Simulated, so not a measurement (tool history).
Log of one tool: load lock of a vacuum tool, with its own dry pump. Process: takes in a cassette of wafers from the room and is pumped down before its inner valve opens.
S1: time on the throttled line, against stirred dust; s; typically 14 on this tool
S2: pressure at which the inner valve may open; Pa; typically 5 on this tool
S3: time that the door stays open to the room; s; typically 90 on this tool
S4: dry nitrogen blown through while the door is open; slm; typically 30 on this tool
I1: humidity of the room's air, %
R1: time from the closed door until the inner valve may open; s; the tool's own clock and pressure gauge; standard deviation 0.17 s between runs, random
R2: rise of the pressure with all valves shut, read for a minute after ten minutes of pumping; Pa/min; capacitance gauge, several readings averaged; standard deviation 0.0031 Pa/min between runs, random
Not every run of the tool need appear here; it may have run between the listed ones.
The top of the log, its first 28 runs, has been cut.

run	hour	S1	S2	S3	S4	I1	R1	R2
29	9125.3	19	4	114	5	45.9	30.2	0.139
30	9467.7	8	4	69	5	43.2	20.7	0.097
31	9724.9	8	4	218	6	48	20.9	0.215
32	10127.9	8	4	218	6	42.9	21	0.195
33	10473.5	19	4	218	7	44.8	30.2	0.199
34	10825.4	19	4	134	4	47.7	30.1	0.17
35	11126.6	7	8	31	31	45.1	19	0.047
36	11469.2	7	7	31	31	44	19.1	0.045
37	11735.9	7	7	31	7	43.6	19.2	0.06

Below are 3 alternative next runs, each starting from the tool's condition after run 37. Predict each:
# hour 11797.1: door's seal changed, seat wiped
A	11918.5	25	7	31	45	46.2	?	?
# hour 11797.1: door's seal changed, seat wiped
B	11918.5	14	5	27	30	45.4	?	?
# hour 11797.1: door's seal changed, seat wiped
C	11918.5	20	7	90	27	41.6	?	?

run	R1	R2
A	34.5	0.033
B	25.5	0.041
C	30	0.081
Without the tool's hidden state the same runs would have given:
run	R1	R2
A	34.4	0.033
B	25.5	0.041
C	30	0.081

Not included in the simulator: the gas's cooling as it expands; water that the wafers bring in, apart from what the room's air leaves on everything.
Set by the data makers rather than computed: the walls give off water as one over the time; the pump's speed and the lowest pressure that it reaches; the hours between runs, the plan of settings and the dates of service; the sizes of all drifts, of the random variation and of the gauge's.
